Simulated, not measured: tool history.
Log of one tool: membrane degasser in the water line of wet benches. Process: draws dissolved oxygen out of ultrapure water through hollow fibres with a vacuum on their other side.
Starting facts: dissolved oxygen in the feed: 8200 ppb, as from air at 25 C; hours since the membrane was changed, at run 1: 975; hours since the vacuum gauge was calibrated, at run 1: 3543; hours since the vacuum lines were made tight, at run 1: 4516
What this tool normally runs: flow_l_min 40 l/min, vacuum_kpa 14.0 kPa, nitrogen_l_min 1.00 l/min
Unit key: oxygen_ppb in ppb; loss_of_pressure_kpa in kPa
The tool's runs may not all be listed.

run	hour	flow_l_min	vacuum_kpa	nitrogen_l_min	hours since the membrane was changed	hours since the vacuum gauge was calibrated	hours since the vacuum lines were made tight	oxygen_ppb	loss_of_pressure_kpa
1	0.0	40	14.0	1.00	975	3543	4516	861.4	69.80
2	78.0	40	14.0	1.00	1053	3621	4594	867.9	70.17
3	146.7	40	14.0	1.00	1121	3690	4663	869.1	69.75
4	224.7	40	11.5	1.00	1199	3768	4741	695.3	69.82
5	302.7	40	11.5	1.00	1278	3846	4819	697.6	70.19
6	402.1	40	14.0	0.47	1377	3945	4918	1395.6	69.77
7	508.5	40	14.0	0.47	1483	4052	5025	1395.6	69.51
8	599.6	40	14.0	0.47	1574	4143	5116	1399.3	69.41
9	660.5	40	14.0	0.47	1635	4204	5177	1401.1	69.80
10	751.8	27	14.0	1.00	1727	4295	5268	608.7	46.95
11	837.5	27	14.0	1.00	1812	4381	5354	612.0	47.12
12	886.9	27	14.0	1.00	1862	4430	5403	605.5	46.98
13	969.9	27	14.0	1.00	1945	4513	5486	607.1	47.36
14	1017.4	27	14.0	1.00	1992	4561	5533	613.4	47.06
15	1075.9	40	27.3	1.47	2051	4619	5592	1303.4	69.36
16	1147.3	40	26.4	0.72	2122	4691	5663	2053.8	69.75
17	1228.3	40	26.4	0.72	2203	4772	5744	2043.0	69.63
18	1285.8	36	14.0	0.69	2261	4829	5802	1028.4	63.19
19	1331.9	36	14.0	0.69	2307	4875	5848	1029.7	62.85
20	1400.3	36	14.0	0.69	2375	4944	5916	1038.8	62.56
21	1461.1	36	13.0	0.69	2436	5004	5977	950.9	62.78
22	1562.1	36	13.0	0.69	2537	5105	6078	956.8	62.39
23	1626.0	25	14.0	1.03	2601	5169	6142	559.8	43.72
24	1717.9	32	14.0	1.58	2693	5261	6234	506.3	55.63
25	1782.3	32	14.0	1.58	2757	5326	6298	509.8	55.91
26	1846.4	32	26.1	0.48	2821	5390	6362	2232.3	55.81
# hour 1901.5: gauge calibrated
27	1916.6	32	26.1	0.48	2891	5460	6433	2176.1	56.06

Pick out some run-to-run changes in oxygen_ppb. Of each, how much would a tool without hidden state show as well, from the settings, what came in and chance, and how much is left for the hidden state and any gauge scatter not in both results compared?
The hidden state here: membrane still open, %; true pressure behind the membrane over the reading, kPa; air that leaks in behind the membrane, l/min; drift of the gauge itself on oxygen_ppb, %; drift of the gauge itself on loss_of_pressure_kpa, %.
Run 17 -> 18: flow_l_min 40 -> 36, vacuum_kpa 26.4 -> 14.0, nitrogen_l_min 0.72 -> 0.69. oxygen_ppb -1014.6 ppb: hidden state -16.3, all else -998.3.
Run 25 -> 26: vacuum_kpa 14.0 -> 26.1, nitrogen_l_min 1.58 -> 0.48. oxygen_ppb +1722.5 ppb: hidden state +43.7, all else +1678.8.
Run 26 -> 27: gauge calibrated. oxygen_ppb -56.2 ppb: hidden state -55.6, all else -0.6.
